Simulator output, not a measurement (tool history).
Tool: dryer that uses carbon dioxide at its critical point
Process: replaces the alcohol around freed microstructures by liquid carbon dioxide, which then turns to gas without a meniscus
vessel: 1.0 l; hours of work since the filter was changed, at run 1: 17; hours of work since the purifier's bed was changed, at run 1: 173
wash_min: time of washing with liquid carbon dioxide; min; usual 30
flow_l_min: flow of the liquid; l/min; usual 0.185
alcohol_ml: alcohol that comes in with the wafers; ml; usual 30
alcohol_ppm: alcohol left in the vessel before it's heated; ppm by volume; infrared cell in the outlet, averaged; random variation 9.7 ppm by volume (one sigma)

run	hour	wash_min	flow_l_min	alcohol_ml	hours of work since the filter was changed	hours of work since the purifier's bed was changed	alcohol_ppm
1	0	30	0.185	30	17	173	613
2	4.7	30	0.185	30	20	177	634
3	15.5	30	0.185	30	28	184	622
4	24.3	30	0.185	73	34	191	1405
5	32.1	30	0.185	73	40	196	1436
6	37.6	30	0.185	73	43	200	1478
7	48	30	0.185	73	51	208	1444
8	55.5	30	0.185	73	56	213	1414
9	61.6	30	0.185	73	60	217	1450
10	71.7	30	0.185	73	68	224	1488
11	81.9	24	0.185	68	75	232	2891
12	90.7	24	0.185	68	81	238	2935
13	100.9	24	0.185	68	88	245	2885
14	109.5	33	0.117	41	95	251	2936
15	120.1	30	0.275	30	102	259	161
16	127	30	0.258	100	107	264	448
17	137	20	0.185	105	114	271	7859
18	146	20	0.185	105	120	277	7646

5 ways to go on from here, each from the tool as it stands after run 18. What would each give?
A	152.2	30	0.229	34	125	282	?
B	152.2	23	0.159	44	125	282	?
C	152.2	20	0.131	56	125	282	?
D	152.2	19	0.185	105	125	282	?
E	152.2	30	0.264	109	125	282	?

run	alcohol_ppm
A	344
B	3452
C	9243
D	8855
E	428
Without the tool's hidden state the same runs would have given:
run	alcohol_ppm
A	241
B	3243
C	8915
D	8456
E	317
